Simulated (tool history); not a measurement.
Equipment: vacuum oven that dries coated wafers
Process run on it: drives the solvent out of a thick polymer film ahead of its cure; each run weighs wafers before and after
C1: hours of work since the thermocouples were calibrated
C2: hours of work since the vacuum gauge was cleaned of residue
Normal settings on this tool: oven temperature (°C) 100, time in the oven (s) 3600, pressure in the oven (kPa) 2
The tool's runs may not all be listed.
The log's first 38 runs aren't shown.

{"run": 39, "hour": 1116.4, "oven temperature (°C)": 106, "time in the oven (s)": 3720, "pressure in the oven (kPa)": 7.93, "C1": 63, "C2": 133, "solvent left in the film (%)": 2.059}
{"run": 40, "hour": 1142.3, "oven temperature (°C)": 112, "time in the oven (s)": 4140, "pressure in the oven (kPa)": 1.14, "C1": 83, "C2": 153, "solvent left in the film (%)": 0.257}
{"run": 41, "hour": 1168.4, "oven temperature (°C)": 89, "time in the oven (s)": 4140, "pressure in the oven (kPa)": 2.14, "C1": 103, "C2": 173, "solvent left in the film (%)": 2.514}
{"run": 42, "hour": 1193.7, "oven temperature (°C)": 89, "time in the oven (s)": 4140, "pressure in the oven (kPa)": 2.14, "C1": 123, "C2": 193, "solvent left in the film (%)": 2.515}
{"run": 43, "hour": 1216.9, "oven temperature (°C)": 86, "time in the oven (s)": 3600, "pressure in the oven (kPa)": 5.12, "C1": 141, "C2": 211, "solvent left in the film (%)": 5.121}
{"run": 44, "hour": 1250.0, "oven temperature (°C)": 87, "time in the oven (s)": 4980, "pressure in the oven (kPa)": 1.84, "C1": 166, "C2": 236, "solvent left in the film (%)": 2.104}
{"run": 45, "hour": 1279.7, "oven temperature (°C)": 87, "time in the oven (s)": 3780, "pressure in the oven (kPa)": 1.45, "C1": 189, "C2": 259, "solvent left in the film (%)": 3.055}
{"run": 46, "hour": 1299.9, "oven temperature (°C)": 94, "time in the oven (s)": 4440, "pressure in the oven (kPa)": 3.19, "C1": 205, "C2": 275, "solvent left in the film (%)": 1.848}

Alternative continuations, all from the tool just after run 46; predict every row:
{"run": "A", "hour": 1321.7, "oven temperature (°C)": 101, "time in the oven (s)": 4500, "pressure in the oven (kPa)": 2.75, "C1": 222, "C2": 292, "solvent left in the film (%)": "?"}
{"run": "B", "hour": 1321.7, "oven temperature (°C)": 113, "time in the oven (s)": 1920, "pressure in the oven (kPa)": 1.43, "C1": 222, "C2": 292, "solvent left in the film (%)": "?"}
{"run": "C", "hour": 1321.7, "oven temperature (°C)": 92, "time in the oven (s)": 3600, "pressure in the oven (kPa)": 2, "C1": 222, "C2": 292, "solvent left in the film (%)": "?"}
{"run": "D", "hour": 1321.7, "oven temperature (°C)": 89, "time in the oven (s)": 4440, "pressure in the oven (kPa)": 1.2, "C1": 222, "C2": 292, "solvent left in the film (%)": "?"}
{"run": "E", "hour": 1321.7, "oven temperature (°C)": 112, "time in the oven (s)": 2340, "pressure in the oven (kPa)": 1.01, "C1": 222, "C2": 292, "solvent left in the film (%)": "?"}

run=A solvent_left_in_the_film_(%)=0.996
run=B solvent_left_in_the_film_(%)=1.103
run=C solvent_left_in_the_film_(%)=2.385
run=D solvent_left_in_the_film_(%)=1.867
run=E solvent_left_in_the_film_(%)=0.69
With no hidden state in the tool, these same runs would have given:
run=A solvent_left_in_the_film_(%)=0.995
run=B solvent_left_in_the_film_(%)=1.128
run=C solvent_left_in_the_film_(%)=2.424
run=D solvent_left_in_the_film_(%)=1.895
run=E solvent_left_in_the_film_(%)=0.701
